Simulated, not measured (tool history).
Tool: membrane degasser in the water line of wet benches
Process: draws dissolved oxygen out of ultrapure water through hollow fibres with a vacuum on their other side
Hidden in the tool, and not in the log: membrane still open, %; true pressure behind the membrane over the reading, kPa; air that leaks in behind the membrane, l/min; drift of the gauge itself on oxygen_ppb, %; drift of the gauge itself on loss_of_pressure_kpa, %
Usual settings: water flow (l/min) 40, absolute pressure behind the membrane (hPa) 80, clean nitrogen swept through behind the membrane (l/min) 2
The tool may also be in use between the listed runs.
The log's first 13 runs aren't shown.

run	day	water flow (l/min)	absolute pressure behind the membrane (hPa)	clean nitrogen swept through behind the membrane (l/min)	hours since the membrane was changed	hours since the vacuum gauge was calibrated	hours since the vacuum lines were made tight	dissolved oxygen in the water behind the degasser (ppb)	pressure that the water loses in the fibres (hPa)
# day 52.058: vacuum gauge calibrated
14	53.212	40	80	2	6424	28	3406	218.1	284.7
15	59.229	40	147.8	2	6568	172	3551	496.9	283.7
16	61.775	40	80	2.9	6630	233	3612	158.9	283.4
17	66.275	56	143.9	2.9	6738	341	3720	477.4	396.6
18	71.55	56	143.9	2.9	6864	468	3846	478.7	396.8
19	76.038	36	143.9	0.91	6972	576	3954	827.5	257.1
20	80.917	36	143.9	0.91	7089	693	4071	815.3	258.2
21	83.479	46	143.9	1.45	7150	754	4133	703.9	326.1
22	87.775	53	80	2	7254	857	4236	285.8	379
23	91.325	56	49.9	2.88	7339	942	4321	98.9	395.6
24	97.383	56	49.9	2.88	7484	1088	4466	100.4	402.4
25	101.788	56	49.9	2.88	7590	1194	4572	100.8	403.9
26	104.917	56	49.9	2.88	7665	1269	4647	100.3	399.4
27	109.129	56	49.9	2.88	7766	1370	4748	100.7	404
28	115.075	48	58.5	1.31	7909	1512	4891	209.2	344.4
29	119.738	40	114.3	2	8021	1624	5003	365.7	284.9
30	125.138	40	114.3	2	8150	1754	5132	365	288.4
31	129.479	25	56.2	2.25	8254	1858	5237	66.1	181.4
32	133.167	25	162.5	2.52	8343	1947	5325	304.3	182.4

Forecast each of these 3 alternatives for the next run:
A	138.925	63	96.8	4.46	8481	2085	5463	?	?
B	138.925	53	94.6	5.61	8481	2085	5463	?	?
C	138.925	28	52.6	1.6	8481	2085	5463	?	?

run	dissolved oxygen in the water behind the degasser (ppb)	pressure that the water loses in the fibres (hPa)
A	241.8	455.5
B	162.1	382.7
C	84.1	200.6
Without the tool's hidden state the same runs would have given:
run	dissolved oxygen in the water behind the degasser (ppb)	pressure that the water loses in the fibres (hPa)
A	224.3	410.6
B	149.9	344.9
C	80.5	180.7
